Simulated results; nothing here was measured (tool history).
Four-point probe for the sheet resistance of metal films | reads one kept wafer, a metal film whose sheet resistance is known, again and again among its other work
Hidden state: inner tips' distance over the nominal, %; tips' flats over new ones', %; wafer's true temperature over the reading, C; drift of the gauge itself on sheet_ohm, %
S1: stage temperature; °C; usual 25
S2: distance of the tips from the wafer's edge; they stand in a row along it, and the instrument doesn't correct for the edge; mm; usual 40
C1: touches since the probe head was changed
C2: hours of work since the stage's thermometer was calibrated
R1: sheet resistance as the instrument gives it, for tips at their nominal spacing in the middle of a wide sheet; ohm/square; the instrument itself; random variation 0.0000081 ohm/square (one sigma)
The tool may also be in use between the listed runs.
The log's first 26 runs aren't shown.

| run | hour | S1 | S2 | C1 | C2 | R1 |
|---|---|---|---|---|---|---|
| 27 | 2482.5 | 19 | 18 | 121831 | 1395 | 0.041274 |
| 28 | 2541.8 | 18 | 57 | 123645 | 1428 | 0.041227 |
| 29 | 2620.3 | 22 | 8 | 126052 | 1472 | 0.041541 |
| 30 | 2707.0 | 26 | 71 | 128709 | 1521 | 0.040775 |
| 31 | 2783.6 | 26 | 71 | 131054 | 1564 | 0.040779 |
| 32 | 2854.5 | 26 | 71 | 133226 | 1604 | 0.040780 |
| 33 | 2908.8 | 26 | 71 | 134890 | 1634 | 0.040790 |
| 34 | 3032.9 | 26 | 71 | 138694 | 1704 | 0.040796 |
| 35 | 3161.1 | 26 | 13 | 142623 | 1776 | 0.040998 |
| 36 | 3253.3 | 30 | 41 | 145446 | 1828 | 0.040612 |

4 ways to go on from here, each from the tool as it stands after run 36. What would each give?
| A | 3362.9 | 29 | 43 | 148805 | 1889 | ? |
| B | 3362.9 | 22 | 40 | 148805 | 1889 | ? |
| C | 3362.9 | 23 | 15 | 148805 | 1889 | ? |
| D | 3362.9 | 25 | 5 | 148805 | 1889 | ? |

| run | R1 |
|---|---|
| A | 0.040647 |
| B | 0.041061 |
| C | 0.041130 |
| D | 0.042238 |
Without the tool's hidden state the same runs would have given:
| run | R1 |
|---|---|
| A | 0.040272 |
| B | 0.040682 |
| C | 0.040751 |
| D | 0.041849 |
